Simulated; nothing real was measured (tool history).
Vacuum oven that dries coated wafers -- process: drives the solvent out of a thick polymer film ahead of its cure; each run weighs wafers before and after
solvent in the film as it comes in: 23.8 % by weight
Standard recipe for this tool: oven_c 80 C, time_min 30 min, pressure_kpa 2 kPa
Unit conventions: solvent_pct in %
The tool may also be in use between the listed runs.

Run 1, day 0: usual settings. Result: solvent_pct 1.81 %.
Run 2, day 0.296: usual settings. Result: solvent_pct 1.81 %.
Run 3, day 0.867: usual settings but time_min 41 min. Result: solvent_pct 1.17 %.
Run 4, day 1.167: usual settings but time_min 41 min. Result: solvent_pct 1.19 %.
Run 5, day 1.571: usual settings but oven_c 91 C. Result: solvent_pct 0.64 %.
Run 6, day 1.821: usual settings but oven_c 91 C. Result: solvent_pct 0.62 %.
Run 7, day 2.396: usual settings but oven_c 91 C. Result: solvent_pct 0.64 %.
Run 8, day 2.812: usual settings. Result: solvent_pct 1.81 %.
Run 9, day 3.346: usual settings. Result: solvent_pct 1.8 %.
Run 10, day 3.942: usual settings. Result: solvent_pct 1.82 %.
Run 11, day 4.438: usual settings but oven_c 89 C. Result: solvent_pct 0.7 %.
Run 12, day 5.038: usual settings but oven_c 89 C. Result: solvent_pct 0.71 %.
Run 13, day 5.4: usual settings but oven_c 89 C. Result: solvent_pct 0.72 %.
Run 14, day 5.867: usual settings but oven_c 89 C. Result: solvent_pct 0.68 %.
Run 15, day 6.471: usual settings. Result: solvent_pct 1.77 %.
Run 16, day 6.829: usual settings. Result: solvent_pct 1.8 %.
Run 17, day 7.104: usual settings. Result: solvent_pct 1.81 %.
Run 18, day 7.621: usual settings. Result: solvent_pct 1.78 %.
Run 19, day 8.025: usual settings. Result: solvent_pct 1.83 %.
Run 20, day 8.583: usual settings but time_min 22 min. Result: solvent_pct 2.92 %.
Run 21, day 8.983: usual settings but time_min 35 min. Result: solvent_pct 1.49 %.
Run 22, day 9.492: usual settings but time_min 35 min, pressure_kpa 1.59 kPa. Result: solvent_pct 1.28 %.
Run 23, day 10.017: usual settings but pressure_kpa 6.53 kPa. Result: solvent_pct 3.58 %.
Run 24, day 10.454: usual settings but oven_c 94 C, pressure_kpa 6.53 kPa. Result: solvent_pct 1.62 %.
Run 25, day 10.8: usual settings but oven_c 77 C, time_min 22 min, pressure_kpa 4.38 kPa. Result: solvent_pct 4.94 %.
Run 26, day 11.225: usual settings but oven_c 85 C, time_min 26 min, pressure_kpa 5.35 kPa. Result: solvent_pct 2.36 %.
Run 27, day 11.683: usual settings but oven_c 74 C, time_min 31 min. Result: solvent_pct 3.33 %.
At day 11.775: vacuum gauge cleaned of residue and calibrated.
Run 28, day 12.125: usual settings but oven_c 74 C, time_min 31 min. Result: solvent_pct 3.35 %.

The next listed run, before its measurement:
Run 29, day 12.504: usual settings but oven_c 93 C, time_min 38 min, pressure_kpa 3.06 kPa. Result: solvent_pct ?.

For run 29 the tool returned solvent_pct 0.79 %.
If the tool had no hidden condition, the same run with the same run-to-run variation would have returned solvent_pct 0.77 %.

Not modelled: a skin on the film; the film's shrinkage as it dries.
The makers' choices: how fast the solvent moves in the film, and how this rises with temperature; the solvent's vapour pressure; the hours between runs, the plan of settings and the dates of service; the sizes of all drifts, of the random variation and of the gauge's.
